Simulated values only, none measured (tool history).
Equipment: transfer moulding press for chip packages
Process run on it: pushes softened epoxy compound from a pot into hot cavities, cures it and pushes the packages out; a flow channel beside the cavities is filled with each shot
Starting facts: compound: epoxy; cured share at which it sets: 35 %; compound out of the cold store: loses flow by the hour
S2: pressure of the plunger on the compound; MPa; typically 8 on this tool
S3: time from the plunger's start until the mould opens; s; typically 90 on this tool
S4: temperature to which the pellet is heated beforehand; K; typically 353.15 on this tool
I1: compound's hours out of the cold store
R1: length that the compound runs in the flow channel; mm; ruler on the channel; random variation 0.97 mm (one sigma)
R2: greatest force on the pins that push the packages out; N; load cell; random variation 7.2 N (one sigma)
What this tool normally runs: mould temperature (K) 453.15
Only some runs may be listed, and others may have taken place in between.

{"run": 1, "day": 0.0, "mould temperature (K)": 453.15, "S2": 8, "S3": 90, "S4": 353.15, "I1": 47.4, "R1": 611.8, "R2": 302}
{"run": 2, "day": 1.925, "mould temperature (K)": 453.15, "S2": 8, "S3": 72, "S4": 353.15, "I1": 46, "R1": 615.4, "R2": 454}
{"run": 3, "day": 4.442, "mould temperature (K)": 453.15, "S2": 8, "S3": 72, "S4": 353.15, "I1": 43.9, "R1": 619, "R2": 466}
{"run": 4, "day": 6.888, "mould temperature (K)": 453.15, "S2": 8, "S3": 72, "S4": 343.15, "I1": 27.5, "R1": 652.4, "R2": 480}
{"run": 5, "day": 9.354, "mould temperature (K)": 453.15, "S2": 8.7, "S3": 90, "S4": 353.15, "I1": 34.5, "R1": 667.2, "R2": 310}
{"run": 6, "day": 11.092, "mould temperature (K)": 453.15, "S2": 9.12, "S3": 90, "S4": 353.15, "I1": 44.5, "R1": 660.6, "R2": 315}
{"run": 7, "day": 13.454, "mould temperature (K)": 453.15, "S2": 9.12, "S3": 90, "S4": 353.15, "I1": 16.7, "R1": 723.6, "R2": 329}
{"run": 8, "day": 15.708, "mould temperature (K)": 453.15, "S2": 9.12, "S3": 90, "S4": 353.15, "I1": 19.8, "R1": 717.8, "R2": 306}
{"run": 9, "day": 17.392, "mould temperature (K)": 453.15, "S2": 9.12, "S3": 90, "S4": 353.15, "I1": 28.5, "R1": 696, "R2": 314}
{"run": 10, "day": 19.046, "mould temperature (K)": 453.15, "S2": 9.12, "S3": 90, "S4": 353.15, "I1": 14.3, "R1": 731.7, "R2": 319}
{"run": 11, "day": 20.054, "mould temperature (K)": 453.15, "S2": 9.12, "S3": 90, "S4": 353.15, "I1": 12.8, "R1": 735.2, "R2": 329}
{"run": 12, "day": 21.321, "mould temperature (K)": 453.15, "S2": 9.12, "S3": 90, "S4": 353.15, "I1": 40, "R1": 670.3, "R2": 309}
{"run": 13, "day": 23.579, "mould temperature (K)": 453.15, "S2": 9.12, "S3": 90, "S4": 353.15, "I1": 36.1, "R1": 678.4, "R2": 299}
{"run": 14, "day": 25.662, "mould temperature (K)": 453.15, "S2": 9.12, "S3": 90, "S4": 353.15, "I1": 27.4, "R1": 699.7, "R2": 308}
{"run": 15, "day": 26.846, "mould temperature (K)": 453.15, "S2": 8, "S3": 122, "S4": 348.15, "I1": 15.9, "R1": 680.8, "R2": 259}
{"run": 16, "day": 28.65, "mould temperature (K)": 453.15, "S2": 8, "S3": 122, "S4": 348.15, "I1": 34, "R1": 639.9, "R2": 263}
{"run": 17, "day": 30.088, "mould temperature (K)": 453.15, "S2": 8, "S3": 122, "S4": 348.15, "I1": 40.8, "R1": 627, "R2": 245}
{"run": 18, "day": 32.192, "mould temperature (K)": 457.15, "S2": 7.38, "S3": 121, "S4": 348.15, "I1": 16.1, "R1": 645.8, "R2": 243}
{"run": 19, "day": 34.488, "mould temperature (K)": 453.15, "S2": 8, "S3": 109, "S4": 345.15, "I1": 31.5, "R1": 643.7, "R2": 253}
{"run": 20, "day": 35.5, "mould temperature (K)": 453.15, "S2": 6.5, "S3": 90, "S4": 361.15, "I1": 32.7, "R1": 577.9, "R2": 311}
{"run": 21, "day": 37.183, "mould temperature (K)": 453.15, "S2": 8, "S3": 72, "S4": 353.15, "I1": 26.1, "R1": 655.8, "R2": 461}
{"run": 22, "day": 39.4, "mould temperature (K)": 446.15, "S2": 9.73, "S3": 97, "S4": 348.15, "I1": 10, "R1": 787.6, "R2": 444}
{"run": 23, "day": 40.512, "mould temperature (K)": 446.15, "S2": 7.75, "S3": 97, "S4": 348.15, "I1": 8.1, "R1": 708, "R2": 429}
{"run": 24, "day": 42.838, "mould temperature (K)": 446.15, "S2": 7.75, "S3": 97, "S4": 348.15, "I1": 45.8, "R1": 623.2, "R2": 384}
{"run": 25, "day": 45.183, "mould temperature (K)": 446.15, "S2": 7.75, "S3": 97, "S4": 348.15, "I1": 43.9, "R1": 624.2, "R2": 383}
{"run": 26, "day": 47.308, "mould temperature (K)": 446.15, "S2": 7.11, "S3": 97, "S4": 344.15, "I1": 11.3, "R1": 670.1, "R2": 437}
{"run": 27, "day": 49.158, "mould temperature (K)": 456.15, "S2": 8.6, "S3": 90, "S4": 353.15, "I1": 43.8, "R1": 635.9, "R2": 277}
{"run": 28, "day": 51.758, "mould temperature (K)": 453.15, "S2": 8.18, "S3": 90, "S4": 353.15, "I1": 42.3, "R1": 629.1, "R2": 305}

Withheld: 23 entries from between the runs. Position of each, and hidden state at the listed run before versus the listed run after:
Runs 2 to 3: cavities cleaned with cleaning compound and waxed (day 2.417); mould's thermocouples calibrated (day 3.042)
  true mould temperature over the reading, C: -0.02 -> -0.01; pressure that reaches the compound, % of what is set: 99.96 -> 99.94; grip of the stained cavities, % over clean ones': 0.8 -> 0.6
Runs 3 to 4: cavities cleaned with cleaning compound and waxed (day 5.546)
  pressure that reaches the compound, % of what is set: 99.94 -> 99.92; grip of the stained cavities, % over clean ones': 0.6 -> 0.5
Runs 4 to 5: plunger's sealing rings changed (day 7.925); cavities cleaned with cleaning compound and waxed (day 8.746)
  pressure that reaches the compound, % of what is set: 99.92 -> 99.98; grip of the stained cavities, % over clean ones': 0.5 -> 0.3
Runs 6 to 7: cavities cleaned with cleaning compound and waxed (day 11.875)
  pressure that reaches the compound, % of what is set: 99.97 -> 99.96; grip of the stained cavities, % over clean ones': 0.7 -> 0.5
Runs 7 to 8: cavities cleaned with cleaning compound and waxed (day 14.921)
  pressure that reaches the compound, % of what is set: 99.96 -> 99.94; grip of the stained cavities, % over clean ones': 0.5 -> 0.4
Runs 9 to 10: cavities cleaned with cleaning compound and waxed (day 17.921); plunger's sealing rings changed (day 18.671)
  pressure that reaches the compound, % of what is set: 99.93 -> 99.99; grip of the stained cavities, % over clean ones': 0.7 -> 0.4
Runs 11 to 12: cavities cleaned with cleaning compound and waxed (day 20.992)
  pressure that reaches the compound, % of what is set: 99.99 -> 99.98; grip of the stained cavities, % over clean ones': 0.6 -> 0.2
Runs 13 to 14: cavities cleaned with cleaning compound and waxed (day 24.033)
  true mould temperature over the reading, C: -0.01 -> -0.02; pressure that reaches the compound, % of what is set: 99.96 -> 99.95; grip of the stained cavities, % over clean ones': 0.7 -> 0.5
Runs 15 to 16: cavities cleaned with cleaning compound and waxed (day 27.117)
  pressure that reaches the compound, % of what is set: 99.94 -> 99.93; grip of the stained cavities, % over clean ones': 0.8 -> 0.5
Runs 16 to 17: plunger's sealing rings changed (day 29.329)
  pressure that reaches the compound, % of what is set: 99.93 -> 99.99; grip of the stained cavities, % over clean ones': 0.5 -> 0.8
Runs 17 to 18: cavities cleaned with cleaning compound and waxed (day 30.342)
  pressure that reaches the compound, % of what is set: 99.99 -> 99.98; grip of the stained cavities, % over clean ones': 0.8 -> 0.6
Runs 18 to 19: cavities cleaned with cleaning compound and waxed (day 33.354)
  pressure that reaches the compound, % of what is set: 99.98 -> 99.96; grip of the stained cavities, % over clean ones': 0.6 -> 0.4
Runs 20 to 21: cavities cleaned with cleaning compound and waxed (day 36.338)
  pressure that reaches the compound, % of what is set: 99.96 -> 99.95; grip of the stained cavities, % over clean ones': 0.7 -> 0.4
Runs 21 to 22: cavities cleaned with cleaning compound and waxed (day 39.308)
  pressure that reaches the compound, % of what is set: 99.95 -> 99.93; grip of the stained cavities, % over clean ones': 0.4 -> 0.1
Runs 22 to 23: plunger's sealing rings changed (day 39.971)
  pressure that reaches the compound, % of what is set: 99.93 -> 99.99; grip of the stained cavities, % over clean ones': 0.1 -> 0.4
Runs 23 to 24: cavities cleaned with cleaning compound and waxed (day 42.429)
  pressure that reaches the compound, % of what is set: 99.99 -> 99.97; grip of the stained cavities, % over clean ones': 0.4 -> 0.2
Runs 25 to 26: cavities cleaned with cleaning compound and waxed (day 45.579)
  pressure that reaches the compound, % of what is set: 99.95 -> 99.94; grip of the stained cavities, % over clean ones': 0.8 -> 0.6
Runs 26 to 27: cavities cleaned with cleaning compound and waxed (day 48.633)
  pressure that reaches the compound, % of what is set: 99.94 -> 99.93; grip of the stained cavities, % over clean ones': 0.6 -> 0.2
Runs 27 to 28: plunger's sealing rings changed (day 50.65); cavities cleaned with cleaning compound and waxed (day 51.7)
  pressure that reaches the compound, % of what is set: 99.93 -> 99.99; grip of the stained cavities, % over clean ones': 0.2 -> 0

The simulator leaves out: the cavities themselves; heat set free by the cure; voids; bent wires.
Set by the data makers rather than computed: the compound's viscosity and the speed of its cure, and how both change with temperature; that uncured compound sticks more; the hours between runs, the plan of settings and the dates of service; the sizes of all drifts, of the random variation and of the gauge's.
